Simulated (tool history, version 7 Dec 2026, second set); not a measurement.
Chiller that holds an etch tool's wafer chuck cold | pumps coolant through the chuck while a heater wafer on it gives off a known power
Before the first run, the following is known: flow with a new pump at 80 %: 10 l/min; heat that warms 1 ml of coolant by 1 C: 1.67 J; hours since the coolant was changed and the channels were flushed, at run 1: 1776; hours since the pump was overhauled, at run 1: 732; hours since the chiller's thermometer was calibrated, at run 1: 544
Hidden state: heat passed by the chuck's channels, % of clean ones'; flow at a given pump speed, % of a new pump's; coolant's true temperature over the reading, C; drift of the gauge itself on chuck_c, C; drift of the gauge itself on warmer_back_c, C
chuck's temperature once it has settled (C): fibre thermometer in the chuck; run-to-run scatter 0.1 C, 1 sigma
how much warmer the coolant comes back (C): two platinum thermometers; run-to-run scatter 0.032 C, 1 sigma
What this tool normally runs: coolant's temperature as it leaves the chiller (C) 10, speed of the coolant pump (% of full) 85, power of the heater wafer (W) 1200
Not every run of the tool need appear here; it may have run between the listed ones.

run    hour  coolant's temperature as it leaves the chiller (C)  speed of the coolant pump (% of full)  power of the heater wafer (W)  hours since the coolant was changed and the channels were flushed  hours since the pump was overhauled  hours since the chiller's thermometer was calibrated  chuck's temperature once it has settled (C)  how much warmer the coolant comes back (C)
  1     0.0                                                  10                                     85                           1200                                                               1776                                  732                                                   544                                         18.3                                        4.04
  2    49.4                                                  10                                     85                           1200                                                               1825                                  781                                                   594                                         18.1                                        4.00
  3    92.7                                                  12                                     85                           1200                                                               1868                                  824                                                   637                                         20.2                                        4.05
  4   121.0                                                  12                                     85                           1200                                                               1897                                  853                                                   665                                         20.1                                        4.07
  5   158.6                                                  12                                     85                           1200                                                               1934                                  890                                                   703                                         20.3                                        4.02
  6   207.6                                                  12                                     85                           1200                                                               1983                                  939                                                   752                                         20.2                                        4.11
  7   256.3                                                  12                                     85                           1200                                                               2032                                  988                                                   800                                         20.4                                        4.02
  8   287.4                                                  10                                     85                           1200                                                               2063                                 1019                                                   832                                         18.3                                        4.08
  9   346.9                                                  10                                     85                           1200                                                               2123                                 1079                                                   891                                         18.2                                        4.12
 10   388.5                                                  10                                     99                           1200                                                               2164                                 1120                                                   933                                         17.2                                        3.45
 11   422.2                                                  10                                     99                           1200                                                               2198                                 1154                                                   966                                         17.3                                        3.43
 12   474.4                                                  10                                     99                           1200                                                               2250                                 1206                                                  1019                                         17.3                                        3.45
 13   515.1                                                  10                                     85                           1200                                                               2291                                 1247                                                  1059                                         18.2                                        4.09
 14   557.9                                                  10                                     85                           1200                                                               2334                                 1290                                                  1102                                         18.4                                        4.08
 15   609.9                                                  10                                     85                           1200                                                               2386                                 1342                                                  1154                                         18.2                                        4.12
 16   636.1                                                  12                                     70                           1640                                                               2412                                 1368                                                  1180                                         25.2                                        6.98
 17   662.1                                                  10                                     71                            937                                                               2438                                 1394                                                  1206                                         17.5                                        3.93
 18   708.0                                                  14                                     71                            795                                                               2484                                 1440                                                  1252                                         20.4                                        3.30
      711.8  -- chiller's thermometer calibrated
 19   758.5                                                  14                                     72                           1200                                                               2533                                 1489                                                    47                                         23.5                                        4.94
 20   798.1                                                  13                                     72                           1200                                                               2573                                 1529                                                    86                                         22.4                                        4.98
 21   848.5                                                   0                                     92                           1200                                                               2623                                 1579                                                   137                                          7.9                                        3.76
 22   872.6                                                   5                                     84                            747                                                               2647                                 1603                                                   161                                         10.3                                        2.63
 23   910.2                                                   5                                     84                            747                                                               2685                                 1641                                                   198                                         10.4                                        2.60
 24   959.4                                                   5                                     84                            747                                                               2734                                 1690                                                   248                                         10.5                                        2.56
 25  1011.1                                                   5                                     84                            747                                                               2786                                 1742                                                   299                                         10.5                                        2.53
     1036.9  -- chiller's thermometer calibrated, once more
 26  1061.7                                                   3                                     67                           1200                                                               2835                                 1791                                                    25                                         12.9                                        5.37
 27  1116.7                                                   2                                     92                            929                                                               2890                                 1846                                                    80                                          7.9                                        2.91

Branching from run 27: 4 alternative next runs. What would each branch give?
  A  1176.5                                                   7                                     72                           1009                                                               2950                                 1906                                                   140                                            ?                                           ?
  B  1176.5                                                   5                                     94                           1415                                                               2950                                 1906                                                   140                                            ?                                           ?
  C  1176.5                                                   1                                     67                            673                                                               2950                                 1906                                                   140                                            ?                                           ?
  D  1176.5                                                  18                                     68                            929                                                               2950                                 1906                                                   140                                            ?                                           ?

run  chuck's temperature once it has settled (C)  how much warmer the coolant comes back (C)
  A                                         14.9                                        4.20
  B                                         14.1                                        4.36
  C                                          6.7                                        3.06
  D                                         25.9                                        4.14
The same runs, with their run-to-run variation unchanged, on a tool lacking any hidden condition would have given:
run  chuck's temperature once it has settled (C)  how much warmer the coolant comes back (C)
  A                                         14.4                                        4.10
  B                                         13.4                                        4.25
  C                                          6.3                                        2.98
  D                                         25.4                                        4.04

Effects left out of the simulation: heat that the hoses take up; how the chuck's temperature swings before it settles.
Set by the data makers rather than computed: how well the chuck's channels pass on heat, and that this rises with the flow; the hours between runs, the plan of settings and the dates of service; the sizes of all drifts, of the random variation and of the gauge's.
